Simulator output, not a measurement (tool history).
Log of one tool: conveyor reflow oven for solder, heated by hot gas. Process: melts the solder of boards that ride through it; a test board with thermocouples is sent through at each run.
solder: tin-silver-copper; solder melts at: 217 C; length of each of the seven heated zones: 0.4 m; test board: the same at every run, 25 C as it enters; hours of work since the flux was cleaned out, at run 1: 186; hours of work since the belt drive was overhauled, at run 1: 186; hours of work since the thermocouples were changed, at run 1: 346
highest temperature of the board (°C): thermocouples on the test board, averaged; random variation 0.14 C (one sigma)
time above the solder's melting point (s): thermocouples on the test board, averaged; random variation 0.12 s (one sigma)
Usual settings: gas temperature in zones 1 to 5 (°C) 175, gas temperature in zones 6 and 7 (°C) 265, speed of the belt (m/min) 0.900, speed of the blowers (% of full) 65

run,hour,gas temperature in zones 1 to 5 (°C),gas temperature in zones 6 and 7 (°C),speed of the belt (m/min),speed of the blowers (% of full),hours of work since the flux was cleaned out,hours of work since the belt drive was overhauled,hours of work since the thermocouples were changed,highest temperature of the board (°C),time above the solder's melting point (s)
1,0.0,175,265,0.900,65,186,186,346,244.1,34.0
2,29.1,175,265,0.900,65,199,199,360,243.7,34.0
3,89.2,175,265,0.900,65,228,228,388,243.8,33.7
4,120.9,175,265,0.900,81,243,243,404,247.3,36.7
5,164.3,175,265,0.900,81,264,264,424,247.2,36.8
6,199.1,175,265,0.900,65,281,281,441,243.5,33.2
7,256.1,175,265,0.900,65,308,308,468,243.3,33.5
8,284.8,185,258,0.866,61,322,322,482,240.2,35.7
9,314.9,185,258,0.866,61,336,336,496,240.3,35.7
10,368.5,175,265,0.857,60,362,362,522,243.5,35.0
11,428.7,175,265,0.857,60,390,390,551,243.6,35.2
# hour 458.1: flux residue cleaned out of gas plates and filters
12,466.5,175,265,0.805,76,4,406,566,253.2,45.9
13,525.5,163,260,0.900,88,32,434,595,245.5,33.9
# hour 579.4: thermocouples of zones 6 and 7 changed
14,586.5,163,260,0.900,88,60,463,3,242.6,32.1

Forecast each of these 5 alternatives for the next run:
A,623.4,163,267,0.784,63,78,480,21,?,?
B,623.4,163,260,0.900,63,78,480,21,?,?
C,623.4,171,260,1.054,88,78,480,21,?,?
D,623.4,188,277,0.900,50,78,480,21,?,?
E,623.4,189,265,0.762,54,78,480,21,?,?

run,highest temperature of the board (°C),time above the solder's melting point (s)
A,247.9,40.3
B,236.9,26.5
C,238.7,25.4
D,252.2,42.2
E,250.0,51.0
Without the tool's hidden state the same runs would have given:
run,highest temperature of the board (°C),time above the solder's melting point (s)
A,248.3,40.1
B,237.4,26.7
C,239.3,25.7
D,252.5,41.9
E,250.2,50.6
